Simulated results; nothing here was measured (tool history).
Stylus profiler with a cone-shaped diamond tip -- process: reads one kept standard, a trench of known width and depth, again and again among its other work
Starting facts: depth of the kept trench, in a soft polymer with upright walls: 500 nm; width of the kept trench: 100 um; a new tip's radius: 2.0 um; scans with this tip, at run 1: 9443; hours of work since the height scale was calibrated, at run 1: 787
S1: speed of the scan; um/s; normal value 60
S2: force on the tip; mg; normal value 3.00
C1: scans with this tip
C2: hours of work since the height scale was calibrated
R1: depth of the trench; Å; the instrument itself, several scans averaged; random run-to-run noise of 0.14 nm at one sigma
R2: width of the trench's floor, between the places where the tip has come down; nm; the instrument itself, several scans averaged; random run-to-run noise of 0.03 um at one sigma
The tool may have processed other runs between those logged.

Run 1, day 0.000: usual settings; C1 9443; C2 787. Result: R1 5094.4 Å, R2 97090 nm.
Run 2, day 3.996: usual settings; C1 10138; C2 845. Result: R1 5096.2 Å, R2 97120 nm.
Run 3, day 5.979: usual settings; C1 10484; C2 873. Result: R1 5095.4 Å, R2 97060 nm.
Run 4, day 8.246: usual settings but S1 56 um/s; C1 10878; C2 906. Result: R1 5093.9 Å, R2 97160 nm.
Run 5, day 12.392: usual settings but S1 56 um/s; C1 11600; C2 966. Result: R1 5095.3 Å, R2 97210 nm.
Run 6, day 15.783: usual settings but S1 68 um/s; C1 12190; C2 1016. Result: R1 5093.3 Å, R2 97120 nm.
Run 7, day 17.871: usual settings but S1 18 um/s; C1 12553; C2 1046. Result: R1 5094.1 Å, R2 97310 nm.
Run 8, day 19.854: usual settings but S1 18 um/s, S2 1.93 mg; C1 12899; C2 1075. Result: R1 5069.9 Å, R2 97260 nm.
Run 9, day 22.717: usual settings but S1 18 um/s, S2 1.93 mg; C1 13397; C2 1116. Result: R1 5068.8 Å, R2 97260 nm.
Run 10, day 25.171: usual settings but S1 18 um/s, S2 1.93 mg; C1 13824; C2 1152. Result: R1 5073.2 Å, R2 97290 nm.
Run 11, day 29.167: usual settings but S1 18 um/s, S2 1.93 mg; C1 14520; C2 1210. Result: R1 5071.6 Å, R2 97240 nm.
Run 12, day 32.892: usual settings but S1 18 um/s, S2 1.93 mg; C1 15168; C2 1264. Result: R1 5069.2 Å, R2 97210 nm.
Run 13, day 36.392: usual settings but S1 159 um/s; C1 15777; C2 1314. Result: R1 5093.6 Å, R2 96810 nm.
Run 14, day 38.246: usual settings; C1 16100; C2 1341. Result: R1 5091.3 Å, R2 97110 nm.
Run 15, day 40.312: usual settings; C1 16460; C2 1371. Result: R1 5098.0 Å, R2 97160 nm.
Run 16, day 44.671: usual settings but S2 1.97 mg; C1 17219; C2 1434. Result: R1 5070.6 Å, R2 97060 nm.
Run 17, day 47.954: usual settings but S2 1.97 mg; C1 17790; C2 1482. Result: R1 5069.3 Å, R2 97110 nm.
Run 18, day 50.738: usual settings; C1 18274; C2 1522. Result: R1 5094.5 Å, R2 97110 nm.
At day 51.954: new tip fitted, height scale calibrated.
Run 19, day 53.812: usual settings but S1 69 um/s; C1 323; C2 27. Result: R1 5096.3 Å, R2 97080 nm.
Run 20, day 56.529: usual settings but S1 69 um/s; C1 796; C2 66. Result: R1 5092.4 Å, R2 97150 nm.
Run 21, day 60.633: usual settings but S1 69 um/s, S2 1.75 mg; C1 1510; C2 126. Result: R1 5065.0 Å, R2 97080 nm.
Run 22, day 64.238: usual settings but S1 84 um/s, S2 5.44 mg; C1 2138; C2 178. Result: R1 5141.0 Å, R2 97110 nm.
Run 23, day 67.875: usual settings but S1 238 um/s, S2 5.79 mg; C1 2771; C2 231. Result: R1 5144.7 Å, R2 96740 nm.
Run 24, day 72.146: usual settings but S1 49 um/s, S2 2.10 mg; C1 3515; C2 293. Result: R1 5074.1 Å, R2 97140 nm.
Run 25, day 75.917: usual settings but S1 84 um/s, S2 7.39 mg; C1 4171; C2 347. Result: R1 5172.3 Å, R2 97180 nm.
Run 26, day 78.329: usual settings but S1 84 um/s, S2 7.39 mg; C1 4590; C2 382. Result: R1 5172.0 Å, R2 97170 nm.
Run 27, day 82.304: usual settings but S1 84 um/s, S2 7.39 mg; C1 5283; C2 440. Result: R1 5171.7 Å, R2 97150 nm.
Run 28, day 84.558: usual settings but S1 19 um/s, S2 4.47 mg; C1 5675; C2 473. Result: R1 5125.4 Å, R2 97280 nm.
Run 29, day 88.104: usual settings but S1 39 um/s, S2 2.39 mg; C1 6292; C2 524. Result: R1 5081.2 Å, R2 97160 nm.
Run 30, day 91.904: usual settings but S1 16 um/s; C1 6953; C2 579. Result: R1 5095.8 Å, R2 97270 nm.
Run 31, day 96.200: usual settings but S1 16 um/s; C1 7701; C2 642. Result: R1 5092.5 Å, R2 97290 nm.
Run 32, day 98.867: usual settings but S1 16 um/s; C1 8165; C2 680. Result: R1 5095.9 Å, R2 97270 nm.
Run 33, day 103.346: usual settings but S1 22 um/s, S2 1.73 mg; C1 8945; C2 745. Result: R1 5063.2 Å, R2 97230 nm.
Run 34, day 106.588: usual settings but S1 24 um/s, S2 1.98 mg; C1 9509; C2 792. Result: R1 5071.4 Å, R2 97210 nm.
Run 35, day 109.571: usual settings but S1 230 um/s, S2 1.98 mg; C1 10029; C2 835. Result: R1 5071.0 Å, R2 96350 nm.

Hidden state at the last listed run before each entry between runs and at the first one after, where it differs:
Runs 18 to 19: new tip fitted, height scale calibrated (day 51.954)
  radius of the tip, um: 2.02 -> 2; height scale over the true one, %: 0.003 -> 0

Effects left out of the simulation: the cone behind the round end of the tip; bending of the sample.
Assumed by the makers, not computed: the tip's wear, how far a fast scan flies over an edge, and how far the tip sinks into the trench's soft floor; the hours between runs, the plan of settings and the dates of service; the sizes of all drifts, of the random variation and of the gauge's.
